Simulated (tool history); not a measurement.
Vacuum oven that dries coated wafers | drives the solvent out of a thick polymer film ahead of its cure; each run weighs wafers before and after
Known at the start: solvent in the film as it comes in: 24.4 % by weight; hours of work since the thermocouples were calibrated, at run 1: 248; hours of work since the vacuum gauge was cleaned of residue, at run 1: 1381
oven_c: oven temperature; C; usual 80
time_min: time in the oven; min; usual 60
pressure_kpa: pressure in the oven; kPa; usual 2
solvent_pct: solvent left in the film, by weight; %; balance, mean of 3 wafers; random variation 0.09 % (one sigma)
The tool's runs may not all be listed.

run,hour,oven_c,time_min,pressure_kpa,hours of work since the thermocouples were calibrated,hours of work since the vacuum gauge was cleaned of residue,solvent_pct
1,0,80,60,2,248,1381,7.37
2,77.2,80,60,2,280,1413,7.42
3,130.7,80,60,2,302,1435,7.42
4,217.6,80,60,2,338,1471,7.35
5,285,80,60,2,366,1499,7.47
6,347.5,80,60,2,391,1525,7.4
7,437.4,71,60,2,429,1562,11.09
8,483.2,80,106,2,448,1581,4.55
9,537.7,80,106,2,470,1603,4.42
10,580.4,80,106,2,488,1621,4.54
11,667.2,80,106,2,524,1657,4.49
12,740.6,80,106,2,554,1687,4.38
13,814.4,80,39,2,585,1718,10.05
14,852.6,80,39,2,600,1734,9.85
15,905,80,54,2,622,1755,8
16,966.4,80,54,2,648,1781,7.69
17,1035.2,80,54,2,676,1809,7.77
18,1072.2,80,97,2,691,1824,4.69
19,1156.2,80,60,2,726,1859,7.28
20,1196.3,80,60,2,743,1876,7.1
21,1238.8,80,60,2,760,1893,7.26
22,1279,80,60,2,777,1910,7.1
23,1360.7,80,60,2.91,811,1944,8.12
24,1450.5,80,60,2.91,848,1981,8.04
25,1488.5,80,97,2,864,1997,4.61
26,1559.8,88,42,2.42,893,2026,6.43
27,1609.6,95,42,4.21,914,2047,5.21
28,1657.7,75,103,1.06,934,2067,4.97
29,1730.8,75,103,1.06,964,2097,4.98
30,1780.3,84,40,3.93,984,2117,9.32
31,1819.1,84,40,3.93,1000,2133,9.29
# hour 1843: oven's thermocouples calibrated
32,1893.2,80,55,4.2,21,2163,10.81
33,1966.6,80,39,1.56,51,2194,10.03
34,2053,77,80,6.84,87,2229,13.33
35,2124.3,77,80,6.84,116,2259,13.28
36,2197.9,94,54,1.79,147,2289,3.37
37,2281.8,74,40,4.21,182,2324,14.9
38,2342.3,68,60,3.54,207,2349,15.31
39,2380,85,53,2,222,2365,6.54
40,2467.2,85,53,2,258,2401,6.44
41,2525,87,105,2,282,2425,3.18
42,2595.1,87,105,2,311,2454,3.11

The same runs without the tool's hidden state, with the same run-to-run variation:
The hidden state here: true wafer temperature over the reading, C; true pressure over the reading, kPa; drift of the gauge itself on solvent_pct, %.
run,solvent_pct
1,7.36
2,7.43
3,7.44
4,7.38
5,7.52
6,7.47
7,11.14
8,4.45
9,4.32
10,4.45
11,4.4
12,4.3
13,10.29
14,10.09
15,8.22
16,7.91
17,8
18,4.7
19,7.51
20,7.34
21,7.5
22,7.35
23,8.43
24,8.37
25,4.67
26,6.81
27,5.55
28,5.02
29,5.04
30,9.83
31,9.81
32,10.42
33,9.72
34,12.91
35,12.88
36,3.11
37,14.61
38,14.86
39,6.28
40,6.2
41,2.76
42,2.69
